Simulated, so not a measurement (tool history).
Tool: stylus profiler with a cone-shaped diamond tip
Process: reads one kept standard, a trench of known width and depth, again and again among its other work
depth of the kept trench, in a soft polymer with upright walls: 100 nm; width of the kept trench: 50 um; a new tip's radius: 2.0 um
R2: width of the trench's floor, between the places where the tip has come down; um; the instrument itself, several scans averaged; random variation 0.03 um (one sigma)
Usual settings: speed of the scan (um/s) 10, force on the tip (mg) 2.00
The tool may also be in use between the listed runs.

{"run": 1, "hour": 0.0, "speed of the scan (um/s)": 10, "force on the tip (mg)": 2.0, "depth of the trench (nm)": 100.58, "R2": 48.65}
{"run": 2, "hour": 116.9, "speed of the scan (um/s)": 10, "force on the tip (mg)": 2.0, "depth of the trench (nm)": 100.78, "R2": 48.68}
{"run": 3, "hour": 242.7, "speed of the scan (um/s)": 18, "force on the tip (mg)": 2.0, "depth of the trench (nm)": 100.89, "R2": 48.61}
{"run": 4, "hour": 356.3, "speed of the scan (um/s)": 10, "force on the tip (mg)": 2.0, "depth of the trench (nm)": 100.73, "R2": 48.61}
{"run": 5, "hour": 497.6, "speed of the scan (um/s)": 10, "force on the tip (mg)": 2.0, "depth of the trench (nm)": 100.99, "R2": 48.62}
{"run": 6, "hour": 575.9, "speed of the scan (um/s)": 10, "force on the tip (mg)": 2.0, "depth of the trench (nm)": 101.14, "R2": 48.53}
{"run": 7, "hour": 685.5, "speed of the scan (um/s)": 10, "force on the tip (mg)": 2.0, "depth of the trench (nm)": 101.03, "R2": 48.61}
{"run": 8, "hour": 786.9, "speed of the scan (um/s)": 10, "force on the tip (mg)": 2.22, "depth of the trench (nm)": 100.99, "R2": 48.56}
{"run": 9, "hour": 886.4, "speed of the scan (um/s)": 10, "force on the tip (mg)": 2.22, "depth of the trench (nm)": 101.05, "R2": 48.56}
{"hour": 895.8, "done": "height scale calibrated on a step standard"}
{"run": 10, "hour": 999.3, "speed of the scan (um/s)": 16, "force on the tip (mg)": 2.22, "depth of the trench (nm)": 101.25, "R2": 48.51}
{"run": 11, "hour": 1112.8, "speed of the scan (um/s)": 7, "force on the tip (mg)": 1.13, "depth of the trench (nm)": 100.89, "R2": 48.57}
{"run": 12, "hour": 1197.1, "speed of the scan (um/s)": 7, "force on the tip (mg)": 1.13, "depth of the trench (nm)": 101.05, "R2": 48.57}
{"run": 13, "hour": 1273.0, "speed of the scan (um/s)": 7, "force on the tip (mg)": 1.13, "depth of the trench (nm)": 101.08, "R2": 48.6}

Forecast each of these 5 alternatives for the next run:
{"hour": 1368.6, "done": "height scale calibrated on a step standard, once more"}
{"run": "A", "hour": 1377.7, "speed of the scan (um/s)": 3, "force on the tip (mg)": 5.41, "depth of the trench (nm)": "?", "R2": "?"}
{"hour": 1368.6, "done": "height scale calibrated on a step standard, once more"}
{"run": "B", "hour": 1377.7, "speed of the scan (um/s)": 3, "force on the tip (mg)": 1.49, "depth of the trench (nm)": "?", "R2": "?"}
{"hour": 1368.6, "done": "height scale calibrated on a step standard, once more"}
{"run": "C", "hour": 1377.7, "speed of the scan (um/s)": 10, "force on the tip (mg)": 5.12, "depth of the trench (nm)": "?", "R2": "?"}
{"hour": 1368.6, "done": "height scale calibrated on a step standard, once more"}
{"run": "D", "hour": 1377.7, "speed of the scan (um/s)": 5, "force on the tip (mg)": 4.66, "depth of the trench (nm)": "?", "R2": "?"}
{"hour": 1368.6, "done": "height scale calibrated on a step standard, once more"}
{"run": "E", "hour": 1377.7, "speed of the scan (um/s)": 8, "force on the tip (mg)": 1.13, "depth of the trench (nm)": "?", "R2": "?"}

run=A depth_of_the_trench_(nm)=101.23 R2=48.48
run=B depth_of_the_trench_(nm)=100.38 R2=48.58
run=C depth_of_the_trench_(nm)=101.27 R2=48.57
run=D depth_of_the_trench_(nm)=101.11 R2=48.54
run=E depth_of_the_trench_(nm)=100.42 R2=48.51
The same runs, with their run-to-run variation unchanged, on a tool lacking any hidden condition would have given:
run=A depth_of_the_trench_(nm)=101.24 R2=48.67
run=B depth_of_the_trench_(nm)=100.39 R2=48.77
run=C depth_of_the_trench_(nm)=101.28 R2=48.77
run=D depth_of_the_trench_(nm)=101.11 R2=48.74
run=E depth_of_the_trench_(nm)=100.42 R2=48.71
